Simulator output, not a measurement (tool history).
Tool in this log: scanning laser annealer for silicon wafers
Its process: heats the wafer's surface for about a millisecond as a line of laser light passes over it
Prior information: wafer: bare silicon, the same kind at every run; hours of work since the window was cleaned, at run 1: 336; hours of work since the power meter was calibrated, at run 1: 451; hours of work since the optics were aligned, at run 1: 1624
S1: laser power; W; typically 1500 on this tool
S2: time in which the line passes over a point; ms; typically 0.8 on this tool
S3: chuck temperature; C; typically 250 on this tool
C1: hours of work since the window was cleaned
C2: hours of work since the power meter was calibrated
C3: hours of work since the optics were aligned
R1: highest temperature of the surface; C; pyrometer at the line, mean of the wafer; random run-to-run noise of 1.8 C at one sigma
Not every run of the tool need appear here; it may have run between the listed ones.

run   hour    S1     S2   S3   C1   C2    C3    R1
  1      0  1500    0.8  250  336  451  1624   975
      21.3  -- optics aligned, line set to its width
  2   26.1  1500    0.8  250  347  462     3   977
  3   45.3  1500    0.8  250  358  473    13   979
  4   67.9  1500    0.8  250  371  486    26   977
      79.7  -- window over the wafer cleaned
  5  110.2  1500    0.8  250   17  508    48   973
  6  147.5  1500    0.8  250   37  528    69   977
  7  182.6  1500    0.8  250   57  548    88   978
  8  209.5  1500    0.8  250   72  563   103   980
  9  231.1  1500  0.837  250   84  575   115   995
 10  258.8  1500    0.8  250   99  590   130   979
 11    299  1503    0.8  250  121  612   152   979
 12  320.7  1500    0.8  250  133  624   164   976
 13  347.7  1500    0.8  250  148  639   179   979
 14  370.6  1500  0.722  250  161  652   192   945
 15  407.3  1500    0.8  221  181  672   212   948
 16  440.1  1500    0.8  221  199  690   230   948
 17  465.8  1500    0.8  250  213  704   245   975
 18  489.9  1500    0.8  250  227  718   258   977
 19  514.1  1311  0.894  287  240  731   271   932
 20  540.2  1553  0.778  265  255  746   286  1013
 21  578.1  1307  0.618  265  276  767   307   801
 22  619.6  1307  0.618  267  298  789   330   801
 23  654.1  1527    0.8  250  318  809   349   994
 24  687.4  1500  0.605  285  336  827   367   917
 25  714.9  1625  0.605  226  351  842   382   929
 26  749.5  1500  0.985  250  370  861   401  1050
     760.7  -- window over the wafer cleaned
 27  783.2  1500  0.985  250   12  879   419  1050
 28  801.7  1484  0.591  225   23  889   429   841
 29  843.9  1500    0.8  257   46  912   453   982
 30  886.5  1362  0.687  262   70  936   476   856
 31  928.1  1362  0.687  262   93  959   499   859
 32  956.1  1357  0.619  250  108  974   515   811
 33  977.4  1357  0.619  250  120  986   526   813

Each row is a separate what-if for the run after 33, all from the same tool condition, not one after another. Results?
  A  1008.1  1575  0.666  289  137  1003  543   ?
  B  1008.1  1357  0.877  250  137  1003  543   ?
  C  1008.1  1551  0.619  250  137  1003  543   ?
  D  1008.1  1500  0.668  250  137  1003  543   ?
  E  1008.1  1301  0.983  215  137  1003  543   ?

run   R1
  A  995
  B  919
  C  919
  D  916
  E  884
Without the tool's unlogged condition, the same runs would have read:
run   R1
  A  996
  B  919
  C  920
  D  916
  E  885
